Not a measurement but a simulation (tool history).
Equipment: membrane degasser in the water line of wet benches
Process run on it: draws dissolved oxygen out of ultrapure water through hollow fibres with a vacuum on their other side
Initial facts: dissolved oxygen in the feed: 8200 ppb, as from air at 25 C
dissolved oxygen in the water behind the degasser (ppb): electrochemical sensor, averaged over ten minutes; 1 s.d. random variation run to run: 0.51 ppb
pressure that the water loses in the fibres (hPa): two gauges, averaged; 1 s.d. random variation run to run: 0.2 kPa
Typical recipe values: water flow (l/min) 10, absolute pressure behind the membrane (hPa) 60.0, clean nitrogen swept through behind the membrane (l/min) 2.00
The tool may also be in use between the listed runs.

run    hour  water flow (l/min)  absolute pressure behind the membrane (hPa)  clean nitrogen swept through behind the membrane (l/min)  dissolved oxygen in the water behind the degasser (ppb)  pressure that the water loses in the fibres (hPa)
  1     0.0                  10                                         60.0                                                      2.00                                                     47.6                                              479.7
  2   195.5                  15                                         60.0                                                      2.00                                                    117.0                                              721.7
  3   543.1                  15                                         60.0                                                      2.00                                                    120.3                                              732.1
  4   731.6                  15                                         60.0                                                      2.00                                                    121.7                                              729.4
  5  1023.9                  15                                         60.0                                                      2.00                                                    122.2                                              738.4
  6  1360.7                  15                                         60.0                                                      2.00                                                    126.5                                              741.3
  7  1599.4                  15                                         60.0                                                      2.00                                                    129.0                                              741.4
  8  1809.8                  15                                         60.0                                                      2.00                                                    127.5                                              749.8
     2086.1  -- seals of the vacuum lines changed
  9  2135.3                  15                                         60.0                                                      2.00                                                    131.4                                              749.1
 10  2342.6                  15                                         60.0                                                      1.99                                                    132.3                                              752.5
 11  2691.8                   8                                         60.0                                                      1.99                                                     38.9                                              403.1
 12  2844.8                   8                                         60.0                                                      1.99                                                     39.5                                              402.0
 13  3074.1                   8                                         60.0                                                      1.99                                                     38.7                                              405.4
 14  3276.8                  10                                         60.0                                                      0.91                                                    106.1                                              508.9
 15  3603.2                  10                                         60.0                                                      2.00                                                     58.3                                              509.1
 16  3774.0                  10                                         60.0                                                      2.10                                                     57.0                                              514.1
 17  3998.5                  10                                         41.6                                                      2.00                                                     37.6                                              515.9
 18  4233.9                  10                                         41.6                                                      5.69                                                     22.5                                              518.5
     4250.1  -- vacuum gauge calibrated
 19  4492.1                  10                                         60.0                                                      1.25                                                     91.7                                              518.6
 20  4808.9                   7                                         53.5                                                      2.22                                                     29.1                                              361.7
 21  5122.5                   8                                        137.5                                                      4.86                                                     54.7                                              420.4
     5360.0  -- membrane cartridge changed
 22  5409.6                   8                                        137.5                                                      4.86                                                     50.7                                              367.4
 23  5563.4                   6                                         69.2                                                      0.81                                                     92.0                                              277.1
 24  5756.6                  13                                         36.7                                                      1.92                                                     55.8                                              597.5
 25  6033.2                  13                                         36.7                                                      1.92                                                     56.6                                              601.0
     6256.6  -- vacuum gauge calibrated, once more
 26  6378.8                  10                                         47.0                                                      0.96                                                     44.3                                              467.7
     6566.1  -- seals of the vacuum lines changed
 27  6603.2                   7                                        119.5                                                      1.88                                                     81.0                                              325.6
 28  6886.2                   8                                         41.7                                                      2.20                                                     10.9                                              374.0
 29  7043.3                   8                                         41.7                                                      2.20                                                     10.5                                              373.6
 30  7314.0                  14                                         60.0                                                      1.83                                                     95.0                                              666.5
 31  7581.1                  14                                         60.0                                                      2.09                                                     88.3                                              663.5
 32  7746.8                   9                                         62.4                                                      1.99                                                     41.1                                              432.4
 33  7940.5                   9                                         62.4                                                      1.99                                                     40.3                                              429.9

Hidden state or all else? Some run-to-run changes of dissolved oxygen in the water behind the degasser (ppb), split into what the settings, what came in and random variation would give without the hidden state, and what is left for the hidden state (with any gauge scatter that isn't in both results):
Unlogged tool condition in this case: membrane still open, %; true pressure behind the membrane over the reading, kPa; air that leaks in behind the membrane, l/min; drift of the gauge itself on oxygen_ppb, %; drift of the gauge itself on loss_of_pressure_kpa, %.
Run 10 -> 11: water flow (l/min) 15 -> 8. dissolved oxygen in the water behind the degasser (ppb) -93.4: hidden state -27.2, all else -66.2.
Run 19 -> 20: water flow (l/min) 10 -> 7, absolute pressure behind the membrane (hPa) 60.0 -> 53.5, clean nitrogen swept through behind the membrane (l/min) 1.25 -> 2.22. dissolved oxygen in the water behind the degasser (ppb) -62.6: hidden state -20.1, all else -42.5.
Run 25 -> 26: water flow (l/min) 13 -> 10, absolute pressure behind the membrane (hPa) 36.7 -> 47.0, clean nitrogen swept through behind the membrane (l/min) 1.92 -> 0.96, vacuum gauge calibrated, once more. dissolved oxygen in the water behind the degasser (ppb) -12.3: hidden state -23.8, all else +11.5.
Run 27 -> 28: water flow (l/min) 7 -> 8, absolute pressure behind the membrane (hPa) 119.5 -> 41.7, clean nitrogen swept through behind the membrane (l/min) 1.88 -> 2.20. dissolved oxygen in the water behind the degasser (ppb) -70.1: hidden state +0.5, all else -70.6.
Run 29 -> 30: water flow (l/min) 8 -> 14, absolute pressure behind the membrane (hPa) 41.7 -> 60.0, clean nitrogen swept through behind the membrane (l/min) 2.20 -> 1.83. dissolved oxygen in the water behind the degasser (ppb) +84.5: hidden state +6.8, all else +77.7.
